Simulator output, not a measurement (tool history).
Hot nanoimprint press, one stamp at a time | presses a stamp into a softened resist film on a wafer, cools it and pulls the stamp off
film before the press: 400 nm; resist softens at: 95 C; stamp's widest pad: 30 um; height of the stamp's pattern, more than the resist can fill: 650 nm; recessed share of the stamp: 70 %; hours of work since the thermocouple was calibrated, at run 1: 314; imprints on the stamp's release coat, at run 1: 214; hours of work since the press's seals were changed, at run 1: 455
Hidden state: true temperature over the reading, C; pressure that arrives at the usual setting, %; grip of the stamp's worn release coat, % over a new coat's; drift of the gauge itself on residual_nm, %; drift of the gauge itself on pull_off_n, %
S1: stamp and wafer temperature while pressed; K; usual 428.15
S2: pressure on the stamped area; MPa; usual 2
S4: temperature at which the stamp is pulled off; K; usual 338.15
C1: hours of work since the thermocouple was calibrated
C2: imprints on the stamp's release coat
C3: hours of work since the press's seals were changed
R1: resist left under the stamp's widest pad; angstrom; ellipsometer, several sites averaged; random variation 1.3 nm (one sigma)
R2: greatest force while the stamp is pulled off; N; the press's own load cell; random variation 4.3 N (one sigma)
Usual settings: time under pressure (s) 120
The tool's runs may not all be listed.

{"run": 1, "hour": 0.0, "S1": 428.15, "S2": 2, "time under pressure (s)": 120, "S4": 338.15, "C1": 314, "C2": 214, "C3": 455, "R1": 2158, "R2": 224}
{"run": 2, "hour": 29.1, "S1": 428.15, "S2": 2, "time under pressure (s)": 120, "S4": 338.15, "C1": 332, "C2": 299, "C3": 473, "R1": 2158, "R2": 217}
{"run": 3, "hour": 71.9, "S1": 428.15, "S2": 2, "time under pressure (s)": 120, "S4": 338.15, "C1": 358, "C2": 424, "C3": 499, "R1": 2202, "R2": 225}
{"run": 4, "hour": 107.3, "S1": 428.15, "S2": 2, "time under pressure (s)": 120, "S4": 338.15, "C1": 380, "C2": 527, "C3": 521, "R1": 2191, "R2": 225}
{"run": 5, "hour": 143.5, "S1": 428.15, "S2": 2, "time under pressure (s)": 120, "S4": 328.15, "C1": 402, "C2": 633, "C3": 543, "R1": 2200, "R2": 254}
{"run": 6, "hour": 197.4, "S1": 428.15, "S2": 2, "time under pressure (s)": 120, "S4": 328.15, "C1": 435, "C2": 791, "C3": 576, "R1": 2204, "R2": 267}
{"run": 7, "hour": 249.9, "S1": 428.15, "S2": 2, "time under pressure (s)": 120, "S4": 328.15, "C1": 467, "C2": 944, "C3": 608, "R1": 2222, "R2": 265}
{"hour": 299.4, "done": "stamp cleaned and given a new release coat"}
{"run": 8, "hour": 300.6, "S1": 428.15, "S2": 2, "time under pressure (s)": 120, "S4": 338.15, "C1": 494, "C2": 4, "C3": 636, "R1": 2244, "R2": 208}
{"run": 9, "hour": 337.4, "S1": 428.15, "S2": 2, "time under pressure (s)": 120, "S4": 338.15, "C1": 517, "C2": 112, "C3": 658, "R1": 2265, "R2": 218}
{"hour": 355.2, "done": "plate thermocouple calibrated"}
{"run": 10, "hour": 370.6, "S1": 428.15, "S2": 2, "time under pressure (s)": 105, "S4": 338.15, "C1": 9, "C2": 200, "C3": 677, "R1": 2405, "R2": 209}
{"run": 11, "hour": 397.2, "S1": 428.15, "S2": 2, "time under pressure (s)": 105, "S4": 338.15, "C1": 26, "C2": 278, "C3": 693, "R1": 2419, "R2": 221}
{"hour": 451.2, "done": "press's hydraulic seals changed and the load cell set to zero"}
{"run": 12, "hour": 452.2, "S1": 428.15, "S2": 2, "time under pressure (s)": 120, "S4": 325.15, "C1": 55, "C2": 415, "C3": 1, "R1": 2299, "R2": 260}
{"run": 13, "hour": 476.7, "S1": 428.15, "S2": 2, "time under pressure (s)": 120, "S4": 338.15, "C1": 70, "C2": 487, "C3": 16, "R1": 2311, "R2": 229}
{"hour": 487.0, "done": "plate thermocouple calibrated, once more"}
{"run": 14, "hour": 517.8, "S1": 428.15, "S2": 2, "time under pressure (s)": 120, "S4": 338.15, "C1": 19, "C2": 598, "C3": 39, "R1": 2077, "R2": 233}
{"run": 15, "hour": 569.3, "S1": 428.15, "S2": 2, "time under pressure (s)": 120, "S4": 338.15, "C1": 50, "C2": 749, "C3": 71, "R1": 2104, "R2": 227}
{"run": 16, "hour": 623.6, "S1": 428.15, "S2": 2, "time under pressure (s)": 120, "S4": 338.15, "C1": 84, "C2": 907, "C3": 104, "R1": 2118, "R2": 243}
{"run": 17, "hour": 657.0, "S1": 428.15, "S2": 2.46, "time under pressure (s)": 80, "S4": 328.15, "C1": 104, "C2": 1005, "C3": 124, "R1": 2210, "R2": 270}
{"hour": 687.4, "done": "stamp cleaned and given a new release coat"}
{"run": 18, "hour": 709.8, "S1": 420.15, "S2": 1.42, "time under pressure (s)": 155, "S4": 324.15, "C1": 133, "C2": 66, "C3": 153, "R1": 3105, "R2": 241}
{"run": 19, "hour": 757.7, "S1": 434.15, "S2": 2, "time under pressure (s)": 224, "S4": 345.15, "C1": 162, "C2": 206, "C3": 182, "R1": 1244, "R2": 199}
{"run": 20, "hour": 785.3, "S1": 434.15, "S2": 2, "time under pressure (s)": 118, "S4": 330.15, "C1": 179, "C2": 287, "C3": 199, "R1": 1574, "R2": 231}
{"run": 21, "hour": 815.8, "S1": 433.15, "S2": 2, "time under pressure (s)": 65, "S4": 330.15, "C1": 198, "C2": 376, "C3": 218, "R1": 2068, "R2": 236}
{"run": 22, "hour": 843.6, "S1": 433.15, "S2": 2, "time under pressure (s)": 65, "S4": 330.15, "C1": 215, "C2": 457, "C3": 235, "R1": 2101, "R2": 247}
{"run": 23, "hour": 900.1, "S1": 437.15, "S2": 1.25, "time under pressure (s)": 178, "S4": 339.15, "C1": 250, "C2": 622, "C3": 270, "R1": 1482, "R2": 229}
{"run": 24, "hour": 949.3, "S1": 428.15, "S2": 2, "time under pressure (s)": 120, "S4": 340.15, "C1": 280, "C2": 766, "C3": 300, "R1": 2206, "R2": 237}
{"run": 25, "hour": 1001.3, "S1": 428.15, "S2": 2, "time under pressure (s)": 120, "S4": 340.15, "C1": 312, "C2": 918, "C3": 332, "R1": 2198, "R2": 241}
{"run": 26, "hour": 1029.7, "S1": 428.15, "S2": 1.54, "time under pressure (s)": 120, "S4": 338.15, "C1": 329, "C2": 1001, "C3": 349, "R1": 2473, "R2": 242}
{"hour": 1061.4, "done": "stamp cleaned and given a new release coat"}
{"run": 27, "hour": 1076.3, "S1": 432.15, "S2": 2, "time under pressure (s)": 155, "S4": 338.15, "C1": 354, "C2": 44, "C3": 374, "R1": 1653, "R2": 218}
{"run": 28, "hour": 1104.1, "S1": 419.15, "S2": 1.47, "time under pressure (s)": 216, "S4": 334.15, "C1": 371, "C2": 125, "C3": 391, "R1": 3067, "R2": 221}
{"run": 29, "hour": 1144.9, "S1": 419.15, "S2": 1.47, "time under pressure (s)": 64, "S4": 333.15, "C1": 396, "C2": 245, "C3": 416, "R1": 3661, "R2": 233}

Forecast each of these 5 alternatives for the next run:
{"run": "A", "hour": 1201.9, "S1": 428.15, "S2": 1.9, "time under pressure (s)": 120, "S4": 338.15, "C1": 431, "C2": 411, "C3": 451, "R1": "?", "R2": "?"}
{"run": "B", "hour": 1201.9, "S1": 416.15, "S2": 2, "time under pressure (s)": 120, "S4": 342.15, "C1": 431, "C2": 411, "C3": 451, "R1": "?", "R2": "?"}
{"run": "C", "hour": 1201.9, "S1": 433.15, "S2": 2, "time under pressure (s)": 120, "S4": 343.15, "C1": 431, "C2": 411, "C3": 451, "R1": "?", "R2": "?"}
{"run": "D", "hour": 1201.9, "S1": 439.15, "S2": 2, "time under pressure (s)": 91, "S4": 338.15, "C1": 431, "C2": 411, "C3": 451, "R1": "?", "R2": "?"}
{"run": "E", "hour": 1201.9, "S1": 422.15, "S2": 1.22, "time under pressure (s)": 64, "S4": 333.15, "C1": 431, "C2": 411, "C3": 451, "R1": "?", "R2": "?"}

run=A R1=2308 R2=228
run=B R1=3456 R2=220
run=C R1=1746 R2=218
run=D R1=1429 R2=222
run=E R1=3544 R2=233
Without the tool's hidden state the same runs would have given:
run=A R1=2119 R2=212
run=B R1=3314 R2=204
run=C R1=1588 R2=203
run=D R1=1301 R2=207
run=E R1=3438 R2=217
